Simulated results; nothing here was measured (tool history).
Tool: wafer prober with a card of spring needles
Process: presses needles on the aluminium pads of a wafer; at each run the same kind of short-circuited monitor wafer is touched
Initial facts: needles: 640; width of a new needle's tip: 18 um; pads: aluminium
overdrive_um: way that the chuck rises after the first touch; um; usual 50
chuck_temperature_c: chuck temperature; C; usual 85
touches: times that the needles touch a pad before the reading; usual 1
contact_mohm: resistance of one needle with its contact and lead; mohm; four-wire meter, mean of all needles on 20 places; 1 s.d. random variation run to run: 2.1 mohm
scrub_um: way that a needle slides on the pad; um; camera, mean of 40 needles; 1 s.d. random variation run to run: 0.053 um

run 1 hour=0.0 | overdrive_um=50 chuck_temperature_c=85 touches=1 | contact_mohm=242 scrub_um=13.04
-- hour=18.4 tips cleaned on abrasive film
-- hour=35.9 tips cleaned on abrasive film
run 2 hour=41.1 | overdrive_um=50 chuck_temperature_c=85 touches=1 | contact_mohm=286 scrub_um=12.91
-- hour=54.2 tips cleaned on abrasive film
-- hour=74.6 tips cleaned on abrasive film
-- hour=93.6 tips cleaned on abrasive film
run 3 hour=98.8 | overdrive_um=50 chuck_temperature_c=85 touches=1 | contact_mohm=275 scrub_um=12.90
-- hour=111.9 tips cleaned on abrasive film
-- hour=131.3 tips cleaned on abrasive film
-- hour=152.2 tips cleaned on abrasive film
run 4 hour=154.9 | overdrive_um=62 chuck_temperature_c=85 touches=1 | contact_mohm=251 scrub_um=15.98
-- hour=172.2 tips cleaned on abrasive film
-- hour=192.7 tips cleaned on abrasive film
-- hour=213.2 tips cleaned on abrasive film
run 5 hour=219.7 | overdrive_um=50 chuck_temperature_c=85 touches=1 | contact_mohm=287 scrub_um=12.72
-- hour=231.9 tips cleaned on abrasive film
-- hour=252.3 tips cleaned on abrasive film
-- hour=272.8 tips cleaned on abrasive film
-- hour=292.7 tips cleaned on abrasive film
run 6 hour=296.3 | overdrive_um=50 chuck_temperature_c=121 touches=1 | contact_mohm=282 scrub_um=12.67
-- hour=313.6 tips cleaned on abrasive film
-- hour=334.0 tips cleaned on abrasive film
-- hour=355.8 tips cleaned on abrasive film
-- hour=364.3 tips cleaned on abrasive film, once more
run 7 hour=373.0 | overdrive_um=50 chuck_temperature_c=85 touches=1 | contact_mohm=299 scrub_um=12.57
-- hour=381.8 tips cleaned on abrasive film
-- hour=399.2 tips cleaned on abrasive film
-- hour=416.6 tips cleaned on abrasive film
run 8 hour=433.8 | overdrive_um=50 chuck_temperature_c=85 touches=1 | contact_mohm=330 scrub_um=12.41
-- hour=438.3 tips cleaned on abrasive film
-- hour=447.2 height of the first contact set anew
-- hour=459.5 tips cleaned on abrasive film
run 9 hour=472.7 | overdrive_um=50 chuck_temperature_c=85 touches=3 | contact_mohm=260 scrub_um=13.61
-- hour=477.1 tips cleaned on abrasive film
-- hour=498.0 tips cleaned on abrasive film
-- hour=519.3 tips cleaned on abrasive film
-- hour=538.9 tips cleaned on abrasive film
run 10 hour=539.3 | overdrive_um=50 chuck_temperature_c=85 touches=3 | contact_mohm=240 scrub_um=13.51
-- hour=556.7 tips cleaned on abrasive film
-- hour=577.4 tips cleaned on abrasive film
-- hour=599.1 tips cleaned on abrasive film
run 11 hour=604.4 | overdrive_um=50 chuck_temperature_c=85 touches=1 | contact_mohm=275 scrub_um=13.44
-- hour=616.7 tips cleaned on abrasive film
-- hour=637.5 tips cleaned on abrasive film
run 12 hour=637.5 | overdrive_um=50 chuck_temperature_c=85 touches=1 | contact_mohm=242 scrub_um=13.35
-- hour=658.4 tips cleaned on abrasive film
-- hour=678.4 tips cleaned on abrasive film
run 13 hour=684.3 | overdrive_um=50 chuck_temperature_c=85 touches=1 | contact_mohm=284 scrub_um=13.29
-- hour=696.7 tips cleaned on abrasive film
-- hour=716.5 tips cleaned on abrasive film
run 14 hour=716.5 | overdrive_um=50 chuck_temperature_c=85 touches=1 | contact_mohm=245 scrub_um=13.21
-- hour=733.9 tips cleaned on abrasive film
-- hour=755.6 tips cleaned on abrasive film
run 15 hour=759.0 | overdrive_um=50 chuck_temperature_c=85 touches=1 | contact_mohm=265 scrub_um=13.17
-- hour=775.9 tips cleaned on abrasive film
-- hour=797.5 tips cleaned on abrasive film
-- hour=819.0 tips cleaned on abrasive film
run 16 hour=819.2 | overdrive_um=44 chuck_temperature_c=85 touches=2 | contact_mohm=250 scrub_um=11.53
-- hour=840.7 tips cleaned on abrasive film
-- hour=861.7 tips cleaned on abrasive film
run 17 hour=877.7 | overdrive_um=44 chuck_temperature_c=85 touches=2 | contact_mohm=304 scrub_um=11.48
-- hour=882.1 tips cleaned on abrasive film
-- hour=903.6 tips cleaned on abrasive film
-- hour=923.7 tips cleaned on abrasive film
-- hour=941.1 tips cleaned on abrasive film
run 18 hour=945.3 | overdrive_um=58 chuck_temperature_c=85 touches=2 | contact_mohm=247 scrub_um=15.25
-- hour=961.7 tips cleaned on abrasive film
-- hour=982.5 tips cleaned on abrasive film
run 19 hour=993.2 | overdrive_um=64 chuck_temperature_c=85 touches=1 | contact_mohm=285 scrub_um=16.76
-- hour=1001.9 tips cleaned on abrasive film
-- hour=1021.2 tips cleaned on abrasive film
run 20 hour=1026.6 | overdrive_um=64 chuck_temperature_c=85 touches=1 | contact_mohm=260 scrub_um=16.69
-- hour=1039.7 tips cleaned on abrasive film
-- hour=1060.4 tips cleaned on abrasive film
run 21 hour=1063.0 | overdrive_um=50 chuck_temperature_c=73 touches=3 | contact_mohm=244 scrub_um=12.80
-- hour=1079.8 tips cleaned on abrasive film
-- hour=1097.2 tips cleaned on abrasive film
-- hour=1118.1 tips cleaned on abrasive film
run 22 hour=1133.6 | overdrive_um=40 chuck_temperature_c=33 touches=3 | contact_mohm=285 scrub_um=10.10
-- hour=1138.0 tips cleaned on abrasive film
-- hour=1158.7 tips cleaned on abrasive film
-- hour=1178.2 tips cleaned on abrasive film
run 23 hour=1183.5 | overdrive_um=40 chuck_temperature_c=33 touches=3 | contact_mohm=268 scrub_um=9.92
-- hour=1196.3 tips cleaned on abrasive film
-- hour=1213.7 tips cleaned on abrasive film
-- hour=1235.4 tips cleaned on abrasive film
run 24 hour=1239.1 | overdrive_um=54 chuck_temperature_c=124 touches=2 | contact_mohm=267 scrub_um=13.74
-- hour=1256.5 tips cleaned on abrasive film
-- hour=1276.1 tips cleaned on abrasive film
-- hour=1280.7 height of the first contact set anew
run 25 hour=1284.9 | overdrive_um=50 chuck_temperature_c=85 touches=2 | contact_mohm=276 scrub_um=13.75
-- hour=1298.0 tips cleaned on abrasive film
-- hour=1318.4 tips cleaned on abrasive film
-- hour=1339.7 tips cleaned on abrasive film
run 26 hour=1348.3 | overdrive_um=50 chuck_temperature_c=85 touches=2 | contact_mohm=269 scrub_um=13.54
-- hour=1360.4 tips cleaned on abrasive film
-- hour=1382.1 tips cleaned on abrasive film
-- hour=1401.9 tips cleaned on abrasive film
run 27 hour=1410.2 | overdrive_um=42 chuck_temperature_c=43 touches=1 | contact_mohm=327 scrub_um=11.16

Alternative continuations, all from the tool just after run 27; predict every row:
-- hour=1423.2 tips cleaned on abrasive film
-- hour=1444.9 tips cleaned on abrasive film
-- hour=1466.0 tips cleaned on abrasive film
-- hour=1483.7 tips cleaned on abrasive film
run A hour=1483.7 | overdrive_um=49 chuck_temperature_c=37 touches=1 | contact_mohm=? scrub_um=?
-- hour=1423.2 tips cleaned on abrasive film
-- hour=1444.9 tips cleaned on abrasive film
-- hour=1466.0 tips cleaned on abrasive film
-- hour=1483.7 tips cleaned on abrasive film
run B hour=1483.7 | overdrive_um=69 chuck_temperature_c=36 touches=1 | contact_mohm=? scrub_um=?
-- hour=1423.2 tips cleaned on abrasive film
-- hour=1444.9 tips cleaned on abrasive film
-- hour=1466.0 tips cleaned on abrasive film
-- hour=1483.7 tips cleaned on abrasive film
run C hour=1483.7 | overdrive_um=46 chuck_temperature_c=119 touches=3 | contact_mohm=? scrub_um=?
-- hour=1423.2 tips cleaned on abrasive film
-- hour=1444.9 tips cleaned on abrasive film
-- hour=1466.0 tips cleaned on abrasive film
-- hour=1483.7 tips cleaned on abrasive film
run D hour=1483.7 | overdrive_um=42 chuck_temperature_c=43 touches=2 | contact_mohm=? scrub_um=?

run=A contact_mohm=228 scrub_um=13.11
run=B contact_mohm=221 scrub_um=18.57
run=C contact_mohm=251 scrub_um=12.36
run=D contact_mohm=234 scrub_um=11.21
Without the tool's hidden state the same runs would have given:
run=A contact_mohm=219 scrub_um=13.37
run=B contact_mohm=215 scrub_um=18.82
run=C contact_mohm=244 scrub_um=12.62
run=D contact_mohm=226 scrub_um=11.47
